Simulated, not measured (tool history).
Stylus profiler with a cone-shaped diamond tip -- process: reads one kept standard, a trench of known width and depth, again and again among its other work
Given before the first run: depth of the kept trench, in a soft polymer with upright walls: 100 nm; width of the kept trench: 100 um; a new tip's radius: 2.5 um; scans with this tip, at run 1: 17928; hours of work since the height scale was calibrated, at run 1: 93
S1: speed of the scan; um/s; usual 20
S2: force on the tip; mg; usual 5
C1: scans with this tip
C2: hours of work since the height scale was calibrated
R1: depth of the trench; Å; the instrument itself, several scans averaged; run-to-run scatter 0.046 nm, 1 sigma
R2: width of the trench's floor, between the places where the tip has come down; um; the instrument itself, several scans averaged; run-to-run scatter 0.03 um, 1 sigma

run	day	S1	S2	C1	C2	R1	R2
1	0	20	5	17928	93	1014.8	98.2
2	3.521	20	5	18661	147	1015	98.12
3	5.425	6	5	19058	177	1015.4	98.16
4	7.383	6	5	19466	207	1015.8	98.17
5	11.425	6	5	20309	269	1014.8	98.16
6	14.183	57	5	20884	311	1014.2	98
7	17.846	20	5	21648	368	1016	98.06
8	21.771	20	5	22466	428	1016.3	98.09
9	24.654	20	5	23067	473	1016.1	98.08
10	28.775	20	5	23926	536	1016.7	98.02
11	31.208	20	5	24433	574	1017.5	98.06
12	34.042	20	5	25023	617	1016.1	98.04
# day 35.704: new tip fitted, height scale calibrated
13	37.783	20	5	433	32	1015.3	98.56
14	40.858	20	2.07	1073	79	1008.7	98.46
15	45.362	20	2.07	2012	149	1008.6	98.51
16	49.117	8	5	2795	206	1015.1	98.49
17	53.433	20	14.69	3694	273	1030.6	98.53
18	56.121	20	14.69	4255	314	1030.9	98.48
19	59.6	20	5	4980	368	1016	98.43
20	63.242	20	5	5740	424	1016.5	98.44
21	65.938	5	6.67	6301	465	1019.5	98.51
22	69.575	19	2.75	7059	521	1012.9	98.39
23	72	20	2.68	7565	559	1012.3	98.36
24	75.721	74	2.68	8340	616	1012.9	98.2
25	79.238	74	2.68	9073	670	1012.3	98.12
26	81.183	28	2.27	9479	700	1012.6	98.35
27	83.446	35	5	9950	735	1017.7	98.26
28	86.917	35	5	10674	788	1018.5	98.32
29	89.667	35	5	11247	831	1017.7	98.29
30	93.254	45	2.87	11994	886	1014.4	98.19
31	97.671	12	2.98	12915	954	1014.5	98.33

Run 32 is up next; what results do you expect?
32	99.712	12	2.98	13341	985	?	?

Run 32 gave R1 1014.8 Å, R2 98.25 um.
On a tool with no hidden condition, and with the same random variation, this run would have come out at R1 1010.1 Å, R2 98.52 um.
